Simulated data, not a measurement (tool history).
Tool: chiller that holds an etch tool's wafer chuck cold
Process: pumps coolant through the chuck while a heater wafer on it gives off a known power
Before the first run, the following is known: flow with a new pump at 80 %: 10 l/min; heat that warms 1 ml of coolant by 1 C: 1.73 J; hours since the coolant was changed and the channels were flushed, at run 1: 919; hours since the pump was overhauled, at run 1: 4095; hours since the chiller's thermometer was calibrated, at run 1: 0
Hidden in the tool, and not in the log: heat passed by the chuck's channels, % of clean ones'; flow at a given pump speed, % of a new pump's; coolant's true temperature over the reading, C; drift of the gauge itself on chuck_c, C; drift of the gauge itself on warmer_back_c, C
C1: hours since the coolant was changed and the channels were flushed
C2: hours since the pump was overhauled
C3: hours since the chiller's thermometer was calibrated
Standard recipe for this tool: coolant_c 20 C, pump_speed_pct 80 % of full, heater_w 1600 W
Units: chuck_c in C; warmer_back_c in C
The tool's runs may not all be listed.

{"run": 1, "hour": 0.0, "coolant_c": 20, "pump_speed_pct": 80, "heater_w": 1600, "C1": 919, "C2": 4095, "C3": 0, "chuck_c": 33.8, "warmer_back_c": 6.86}
{"run": 2, "hour": 85.0, "coolant_c": 20, "pump_speed_pct": 80, "heater_w": 1600, "C1": 1004, "C2": 4180, "C3": 85, "chuck_c": 34, "warmer_back_c": 6.83}
{"run": 3, "hour": 186.2, "coolant_c": 20, "pump_speed_pct": 80, "heater_w": 1600, "C1": 1105, "C2": 4281, "C3": 186, "chuck_c": 34, "warmer_back_c": 6.9}
{"run": 4, "hour": 286.8, "coolant_c": 20, "pump_speed_pct": 80, "heater_w": 1600, "C1": 1206, "C2": 4382, "C3": 287, "chuck_c": 34.4, "warmer_back_c": 6.89}
{"run": 5, "hour": 402.1, "coolant_c": 20, "pump_speed_pct": 80, "heater_w": 1600, "C1": 1321, "C2": 4497, "C3": 402, "chuck_c": 34.5, "warmer_back_c": 6.97}
{"run": 6, "hour": 531.6, "coolant_c": 20, "pump_speed_pct": 99, "heater_w": 1600, "C1": 1451, "C2": 4627, "C3": 532, "chuck_c": 31.8, "warmer_back_c": 5.44}
{"hour": 677.1, "done": "coolant pump overhauled"}
{"run": 7, "hour": 689.9, "coolant_c": 20, "pump_speed_pct": 80, "heater_w": 1600, "C1": 1604, "C2": 13, "C3": 685, "chuck_c": 31.9, "warmer_back_c": 5.56}
{"run": 8, "hour": 840.6, "coolant_c": 20, "pump_speed_pct": 80, "heater_w": 1600, "C1": 1755, "C2": 164, "C3": 836, "chuck_c": 32.2, "warmer_back_c": 5.55}
{"run": 9, "hour": 976.6, "coolant_c": 20, "pump_speed_pct": 80, "heater_w": 1600, "C1": 1891, "C2": 299, "C3": 972, "chuck_c": 32.3, "warmer_back_c": 5.6}
{"run": 10, "hour": 1107.4, "coolant_c": 20, "pump_speed_pct": 80, "heater_w": 1600, "C1": 2021, "C2": 430, "C3": 1102, "chuck_c": 32.7, "warmer_back_c": 5.64}
{"run": 11, "hour": 1268.5, "coolant_c": 20, "pump_speed_pct": 80, "heater_w": 1600, "C1": 2182, "C2": 591, "C3": 1263, "chuck_c": 32.7, "warmer_back_c": 5.65}
{"run": 12, "hour": 1395.0, "coolant_c": 20, "pump_speed_pct": 80, "heater_w": 1600, "C1": 2309, "C2": 718, "C3": 1390, "chuck_c": 33, "warmer_back_c": 5.71}
{"run": 13, "hour": 1560.0, "coolant_c": 20, "pump_speed_pct": 80, "heater_w": 1600, "C1": 2474, "C2": 883, "C3": 1555, "chuck_c": 33.1, "warmer_back_c": 5.75}
{"run": 14, "hour": 1659.2, "coolant_c": 20, "pump_speed_pct": 80, "heater_w": 1600, "C1": 2573, "C2": 982, "C3": 1654, "chuck_c": 33.5, "warmer_back_c": 5.71}
{"run": 15, "hour": 1805.4, "coolant_c": 20, "pump_speed_pct": 80, "heater_w": 1600, "C1": 2719, "C2": 1128, "C3": 1800, "chuck_c": 33.6, "warmer_back_c": 5.83}
{"run": 16, "hour": 1968.8, "coolant_c": 20, "pump_speed_pct": 80, "heater_w": 1600, "C1": 2883, "C2": 1292, "C3": 1964, "chuck_c": 33.9, "warmer_back_c": 5.88}
{"run": 17, "hour": 2089.3, "coolant_c": 18, "pump_speed_pct": 71, "heater_w": 2243, "C1": 3003, "C2": 1412, "C3": 2084, "chuck_c": 40.1, "warmer_back_c": 9.47}
{"hour": 2174.9, "done": "chiller's thermometer calibrated"}
{"run": 18, "hour": 2189.5, "coolant_c": 18, "pump_speed_pct": 71, "heater_w": 2243, "C1": 3102, "C2": 1511, "C3": 15, "chuck_c": 39.6, "warmer_back_c": 9.56}
{"run": 19, "hour": 2272.2, "coolant_c": 18, "pump_speed_pct": 71, "heater_w": 2243, "C1": 3185, "C2": 1594, "C3": 97, "chuck_c": 39.8, "warmer_back_c": 9.58}
{"run": 20, "hour": 2374.3, "coolant_c": 18, "pump_speed_pct": 71, "heater_w": 2243, "C1": 3287, "C2": 1696, "C3": 199, "chuck_c": 40, "warmer_back_c": 9.63}
{"run": 21, "hour": 2541.7, "coolant_c": 19, "pump_speed_pct": 86, "heater_w": 2040, "C1": 3455, "C2": 1864, "C3": 367, "chuck_c": 35.6, "warmer_back_c": 7.09}
{"run": 22, "hour": 2691.0, "coolant_c": 19, "pump_speed_pct": 86, "heater_w": 2040, "C1": 3604, "C2": 2013, "C3": 516, "chuck_c": 36.2, "warmer_back_c": 7.13}
{"run": 23, "hour": 2768.4, "coolant_c": 20, "pump_speed_pct": 63, "heater_w": 1600, "C1": 3681, "C2": 2090, "C3": 594, "chuck_c": 38.6, "warmer_back_c": 7.97}
{"run": 24, "hour": 2917.9, "coolant_c": 19, "pump_speed_pct": 62, "heater_w": 947, "C1": 3831, "C2": 2240, "C3": 743, "chuck_c": 30.4, "warmer_back_c": 4.86}
{"hour": 2997.7, "done": "coolant changed, channels flushed"}
{"run": 25, "hour": 3067.3, "coolant_c": 19, "pump_speed_pct": 62, "heater_w": 947, "C1": 70, "C2": 2383, "C3": 886, "chuck_c": 28.6, "warmer_back_c": 4.95}
{"run": 26, "hour": 3142.2, "coolant_c": 19, "pump_speed_pct": 83, "heater_w": 2339, "C1": 144, "C2": 2458, "C3": 961, "chuck_c": 36.4, "warmer_back_c": 8.72}
{"run": 27, "hour": 3233.6, "coolant_c": 11, "pump_speed_pct": 80, "heater_w": 1631, "C1": 236, "C2": 2549, "C3": 1053, "chuck_c": 23.6, "warmer_back_c": 6.37}
{"run": 28, "hour": 3338.4, "coolant_c": 11, "pump_speed_pct": 80, "heater_w": 1631, "C1": 341, "C2": 2654, "C3": 1158, "chuck_c": 23.7, "warmer_back_c": 6.33}
{"run": 29, "hour": 3441.5, "coolant_c": 20, "pump_speed_pct": 71, "heater_w": 2382, "C1": 444, "C2": 2757, "C3": 1261, "chuck_c": 41.2, "warmer_back_c": 10.84}

3 options for the next run, each taken on its own from the tool as it stands now. Forecast them:
{"run": "A", "hour": 3582.3, "coolant_c": 14, "pump_speed_pct": 85, "heater_w": 926, "C1": 585, "C2": 2898, "C3": 1401, "chuck_c": "?", "warmer_back_c": "?"}
{"run": "B", "hour": 3582.3, "coolant_c": 14, "pump_speed_pct": 71, "heater_w": 1453, "C1": 585, "C2": 2898, "C3": 1401, "chuck_c": "?", "warmer_back_c": "?"}
{"run": "C", "hour": 3582.3, "coolant_c": 20, "pump_speed_pct": 63, "heater_w": 1513, "C1": 585, "C2": 2898, "C3": 1401, "chuck_c": "?", "warmer_back_c": "?"}

run=A chuck_c=21.2 warmer_back_c=3.44
run=B chuck_c=27.3 warmer_back_c=6.6
run=C chuck_c=35.6 warmer_back_c=7.94
With the hidden condition removed and each run's random variation left untouched, the same runs would have given:
run=A chuck_c=19.9 warmer_back_c=2.99
run=B chuck_c=25.2 warmer_back_c=5.74
run=C chuck_c=33.1 warmer_back_c=6.91

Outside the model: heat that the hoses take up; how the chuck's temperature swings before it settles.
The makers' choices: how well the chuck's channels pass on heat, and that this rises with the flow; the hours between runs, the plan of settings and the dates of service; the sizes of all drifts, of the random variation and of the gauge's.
